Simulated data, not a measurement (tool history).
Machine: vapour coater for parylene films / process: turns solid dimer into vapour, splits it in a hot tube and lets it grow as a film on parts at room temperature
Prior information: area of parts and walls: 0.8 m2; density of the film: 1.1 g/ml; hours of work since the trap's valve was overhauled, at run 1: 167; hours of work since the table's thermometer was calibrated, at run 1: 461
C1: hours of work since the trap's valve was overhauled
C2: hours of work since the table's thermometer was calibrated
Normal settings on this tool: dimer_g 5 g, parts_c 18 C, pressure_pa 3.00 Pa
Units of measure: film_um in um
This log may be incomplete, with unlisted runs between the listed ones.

{"run": 1, "hour": 0.0, "dimer_g": 5, "parts_c": 18, "pressure_pa": 3.0, "C1": 167, "C2": 461, "film_um": 3.18}
{"run": 2, "hour": 33.4, "dimer_g": 5, "parts_c": 18, "pressure_pa": 2.6, "C1": 184, "C2": 478, "film_um": 3.27}
{"run": 3, "hour": 91.2, "dimer_g": 5, "parts_c": 18, "pressure_pa": 2.6, "C1": 214, "C2": 508, "film_um": 3.29}
{"run": 4, "hour": 130.0, "dimer_g": 5, "parts_c": 18, "pressure_pa": 9.62, "C1": 234, "C2": 528, "film_um": 2.39}
{"run": 5, "hour": 175.9, "dimer_g": 5, "parts_c": 18, "pressure_pa": 3.0, "C1": 257, "C2": 551, "film_um": 3.09}
{"run": 6, "hour": 225.1, "dimer_g": 8, "parts_c": 18, "pressure_pa": 3.0, "C1": 283, "C2": 577, "film_um": 5.03}
{"hour": 234.0, "done": "trap's valve overhauled"}
{"run": 7, "hour": 281.4, "dimer_g": 8, "parts_c": 18, "pressure_pa": 3.0, "C1": 24, "C2": 603, "film_um": 4.8}
{"run": 8, "hour": 315.9, "dimer_g": 8, "parts_c": 18, "pressure_pa": 3.0, "C1": 42, "C2": 621, "film_um": 4.89}
{"run": 9, "hour": 351.5, "dimer_g": 3, "parts_c": 12, "pressure_pa": 3.0, "C1": 60, "C2": 639, "film_um": 2.02}
{"run": 10, "hour": 391.6, "dimer_g": 3, "parts_c": 18, "pressure_pa": 8.46, "C1": 81, "C2": 660, "film_um": 1.37}
{"hour": 432.4, "done": "trap's valve overhauled, once more"}
{"run": 11, "hour": 438.9, "dimer_g": 3, "parts_c": 24, "pressure_pa": 3.02, "C1": 3, "C2": 682, "film_um": 1.76}
{"run": 12, "hour": 486.4, "dimer_g": 4, "parts_c": 24, "pressure_pa": 3.02, "C1": 28, "C2": 707, "film_um": 2.38}
{"run": 13, "hour": 510.1, "dimer_g": 3, "parts_c": 12, "pressure_pa": 3.0, "C1": 40, "C2": 719, "film_um": 2.17}
{"run": 14, "hour": 543.1, "dimer_g": 5, "parts_c": 18, "pressure_pa": 10.33, "C1": 57, "C2": 736, "film_um": 2.43}
{"run": 15, "hour": 585.3, "dimer_g": 5, "parts_c": 18, "pressure_pa": 4.1, "C1": 79, "C2": 757, "film_um": 2.95}

Forecast each of these 3 alternatives for the next run:
{"run": "A", "hour": 617.5, "dimer_g": 5, "parts_c": 17, "pressure_pa": 2.5, "C1": 95, "C2": 774, "film_um": "?"}
{"run": "B", "hour": 617.5, "dimer_g": 5, "parts_c": 13, "pressure_pa": 5.98, "C1": 95, "C2": 774, "film_um": "?"}
{"run": "C", "hour": 617.5, "dimer_g": 5, "parts_c": 23, "pressure_pa": 2.04, "C1": 95, "C2": 774, "film_um": "?"}

run=A film_um=3.44
run=B film_um=2.96
run=C film_um=3.24
What these runs would have given with no unlogged condition in the tool:
run=A film_um=3.55
run=B film_um=3.06
run=C film_um=3.34

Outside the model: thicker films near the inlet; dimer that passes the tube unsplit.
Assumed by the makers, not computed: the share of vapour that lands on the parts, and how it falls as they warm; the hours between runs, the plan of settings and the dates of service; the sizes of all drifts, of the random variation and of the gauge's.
